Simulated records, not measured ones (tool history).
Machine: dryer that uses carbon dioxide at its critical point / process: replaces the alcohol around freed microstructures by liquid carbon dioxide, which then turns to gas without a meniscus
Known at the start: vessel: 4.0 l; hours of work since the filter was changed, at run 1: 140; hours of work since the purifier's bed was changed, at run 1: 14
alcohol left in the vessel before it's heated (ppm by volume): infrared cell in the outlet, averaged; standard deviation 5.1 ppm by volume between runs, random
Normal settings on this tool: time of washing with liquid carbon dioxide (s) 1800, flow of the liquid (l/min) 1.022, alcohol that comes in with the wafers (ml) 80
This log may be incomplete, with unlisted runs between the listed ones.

run	day	time of washing with liquid carbon dioxide (s)	flow of the liquid (l/min)	alcohol that comes in with the wafers (ml)	hours of work since the filter was changed	hours of work since the purifier's bed was changed	alcohol left in the vessel before it's heated (ppm by volume)
1	0.000	1800	1.022	80	140	14	121
2	0.546	1800	1.022	116	150	24	199
# day 0.825: inlet filter changed
3	1.238	1800	1.022	116	8	37	83
4	1.854	1800	1.022	116	19	48	108
5	2.412	1800	1.022	116	30	59	102
6	2.971	1800	1.570	80	41	69	11
7	3.271	1800	1.570	80	46	75	16
8	3.762	1800	1.022	80	56	84	91
9	4.438	1800	1.022	80	68	97	90
10	5.142	1680	1.022	94	82	111	155
11	5.667	1800	1.630	28	92	121	4
12	6.271	1200	1.022	80	103	132	603
13	6.600	1200	1.022	80	109	138	596
14	7.117	2280	1.022	83	119	148	46
15	7.688	2100	1.070	32	130	159	34

Run by run, hidden condition taken away, random variation retained:
Hidden conditions of the tool in this case: flow that reaches the vessel past the clogged filter, %; alcohol in the recycled carbon dioxide, ppm; drift of the gauge itself on alcohol_ppm, %.
run	alcohol left in the vessel before it's heated (ppm by volume)
1	56
2	91
3	77
4	96
5	85
6	7
7	12
8	67
9	61
10	100
11	0
12	413
13	394
14	25
15	19
